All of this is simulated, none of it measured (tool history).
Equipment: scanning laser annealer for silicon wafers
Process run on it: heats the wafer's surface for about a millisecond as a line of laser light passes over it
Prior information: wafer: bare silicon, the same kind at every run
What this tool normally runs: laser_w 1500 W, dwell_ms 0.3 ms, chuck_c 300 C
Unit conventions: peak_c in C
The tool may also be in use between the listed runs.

| run | hour | laser_w | dwell_ms | chuck_c | peak_c |
|---|---|---|---|---|---|
| 1 | 0 | 1500 | 0.3 | 300 | 989 |
| 2 | 79.1 | 1500 | 0.3 | 300 | 985 |
| 3 | 137.9 | 1500 | 0.3 | 300 | 980 |
| 4 | 178.7 | 1500 | 0.3 | 300 | 978 |
| 5 | 238 | 1500 | 0.3 | 300 | 976 |
| 6 | 277 | 1500 | 0.3 | 300 | 977 |
| 7 | 339.5 | 1500 | 0.3 | 300 | 969 |
| 8 | 389.4 | 1500 | 0.3 | 300 | 967 |
| 9 | 453.9 | 1497 | 0.3 | 300 | 960 |
| 10 | 496.3 | 1497 | 0.3 | 300 | 962 |
| 11 | 541.9 | 1497 | 0.3 | 300 | 960 |
| 12 | 579.9 | 1497 | 0.3 | 300 | 958 |
| 13 | 654.9 | 1500 | 0.213 | 300 | 839 |
|  | 687.8 | optics aligned, line set to its width |
|  | 737.6 | window over the wafer cleaned |
| 14 | 743.1 | 1500 | 0.213 | 300 | 875 |
| 15 | 791.6 | 1500 | 0.3 | 300 | 993 |
| 16 | 874.5 | 1500 | 0.338 | 300 | 1041 |
| 17 | 945.4 | 1500 | 0.338 | 300 | 1037 |
| 18 | 993.9 | 1500 | 0.338 | 300 | 1035 |
| 19 | 1070.2 | 1294 | 0.3 | 300 | 890 |
| 20 | 1153.6 | 1500 | 0.3 | 300 | 978 |
| 21 | 1197.1 | 1415 | 0.3 | 333 | 972 |
| 22 | 1255.8 | 1415 | 0.3 | 333 | 969 |

The next listed run, before its measurement:
| 23 | 1310.4 | 1356 | 0.271 | 303 | ? |

Run 23 measured peak_c 877 C.
The same run, on a tool lacking any hidden state, would have yielded peak_c 910 C.

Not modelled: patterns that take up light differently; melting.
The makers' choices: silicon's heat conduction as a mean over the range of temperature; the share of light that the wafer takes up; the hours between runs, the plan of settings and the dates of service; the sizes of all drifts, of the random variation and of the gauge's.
